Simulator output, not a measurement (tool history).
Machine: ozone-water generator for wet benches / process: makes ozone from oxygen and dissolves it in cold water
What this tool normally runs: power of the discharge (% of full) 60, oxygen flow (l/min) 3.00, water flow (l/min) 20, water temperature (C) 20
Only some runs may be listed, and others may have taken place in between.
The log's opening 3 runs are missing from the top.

run      day  power of the discharge (% of full)  oxygen flow (l/min)  water flow (l/min)  water temperature (C)  dissolved ozone (ppm)  ozone in the gas ahead of the water (g/m3)
  4   12.217                                  60                 3.93                  20                     27                   10.2                                       117.3
  5   16.521                                  60                 3.93                  20                     27                   10.1                                       117.9
  6   19.446                                  60                 3.93                  20                     27                   10.2                                       119.4
  7   25.096                                  60                 3.00                  27                     20                    8.0                                       138.8
  8   31.225                                  56                 3.00                  27                     20                    7.5                                       131.6
  9   34.921                                  60                 3.00                  20                     20                   11.1                                       138.1
 10   40.796                                  60                 3.00                  20                     20                   11.2                                       138.6
 11   46.483                                  60                 3.00                  20                     20                   11.3                                       138.4
 12   50.238                                  60                 3.00                  20                     20                   10.8                                       137.5
 13   56.479                                  60                 3.00                  20                     20                   10.9                                       137.4
 14   61.092                                  60                 3.00                  20                     20                   10.7                                       138.0
 15   66.788                                  60                 3.00                  20                     20                   10.8                                       136.9
 16   71.788                                  60                 3.00                  20                     20                   11.0                                       137.3
 17   75.683                                  46                 3.16                  17                     20                   10.0                                       104.7
 18   79.162                                  46                 3.38                  32                     20                    5.1                                        99.7
 19   82.650                                  59                 3.00                  16                     20                   13.3                                       136.2
 20   87.912                                  45                 3.00                  20                     18                    8.5                                       107.3
 21   92.783                                  91                 1.95                  14                     13                   22.9                                       257.2
 22   97.400                                  91                 1.95                  13                     24                   21.7                                       255.5
 23  100.546                                  96                 3.65                  13                     14                   25.9                                       182.7

What will run 24 give?
 24  106.808                                  85                 2.45                  28                     19                      ?                                           ?

dissolved ozone (ppm): 9.9
ozone in the gas ahead of the water (g/m3): 210.3
If the tool had no hidden condition, the same run with the same run-to-run variation would have returned dissolved ozone (ppm) 10.6, ozone in the gas ahead of the water (g/m3) 221.0.
